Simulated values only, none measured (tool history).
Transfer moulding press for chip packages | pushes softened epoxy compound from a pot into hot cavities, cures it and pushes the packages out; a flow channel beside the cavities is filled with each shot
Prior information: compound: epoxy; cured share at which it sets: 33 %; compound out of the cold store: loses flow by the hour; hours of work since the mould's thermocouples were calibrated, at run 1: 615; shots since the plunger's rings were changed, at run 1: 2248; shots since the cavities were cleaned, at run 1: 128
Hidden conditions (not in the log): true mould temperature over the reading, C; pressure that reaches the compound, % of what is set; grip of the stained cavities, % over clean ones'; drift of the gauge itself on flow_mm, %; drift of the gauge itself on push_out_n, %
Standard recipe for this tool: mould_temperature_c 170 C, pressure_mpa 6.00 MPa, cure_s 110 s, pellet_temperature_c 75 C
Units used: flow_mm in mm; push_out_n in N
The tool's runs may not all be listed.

run,hour,mould_temperature_c,pressure_mpa,cure_s,pellet_temperature_c,hours of work since the mould's thermocouples were calibrated,shots since the plunger's rings were changed,shots since the cavities were cleaned,incoming compound's hours out of the cold store,flow_mm,push_out_n
1,0.0,170,6.00,110,75,615,2248,128,25.3,638,408
# hour 14.6: mould's thermocouples calibrated
2,24.9,170,6.00,110,75,6,2448,328,38.0,611,522
# hour 43.4: cavities cleaned with cleaning compound and waxed
3,49.9,170,6.00,110,75,19,2652,56,30.1,617,375
4,67.9,170,6.00,110,68,28,2809,213,21.8,639,496
5,82.6,170,6.00,110,68,37,2937,341,26.3,626,558
# hour 101.2: cavities cleaned with cleaning compound and waxed
6,101.6,170,6.00,110,75,46,3089,3,24.1,637,375
7,118.4,170,6.00,110,75,55,3236,150,38.6,596,441
# hour 143.4: plunger's sealing rings changed
8,152.2,174,7.05,99,75,73,77,422,9.9,760,575
# hour 160.2: cavities cleaned with cleaning compound and waxed
9,183.6,170,6.00,117,83,89,338,205,30.1,649,412
# hour 216.6: cavities cleaned with cleaning compound and waxed
10,220.3,170,6.00,117,83,108,644,32,8.5,699,343
11,252.4,170,6.00,117,83,126,924,312,24.0,638,467

Below are 3 alternative next runs, each starting from the tool's condition after run 11. Predict each:
# hour 273.1: cavities cleaned with cleaning compound and waxed
A,284.2,170,4.60,110,83,143,1187,96,16.7,?,?
# hour 273.1: cavities cleaned with cleaning compound and waxed
B,284.2,167,5.18,117,70,143,1187,96,22.4,?,?
# hour 273.1: cavities cleaned with cleaning compound and waxed
C,284.2,177,6.41,110,75,143,1187,96,41.2,?,?

run,flow_mm,push_out_n
A,597,436
B,618,466
C,622,337
Stripped of hidden state, with their random variation kept, the same runs would have yielded:
run,flow_mm,push_out_n
A,610,369
B,631,394
C,635,280
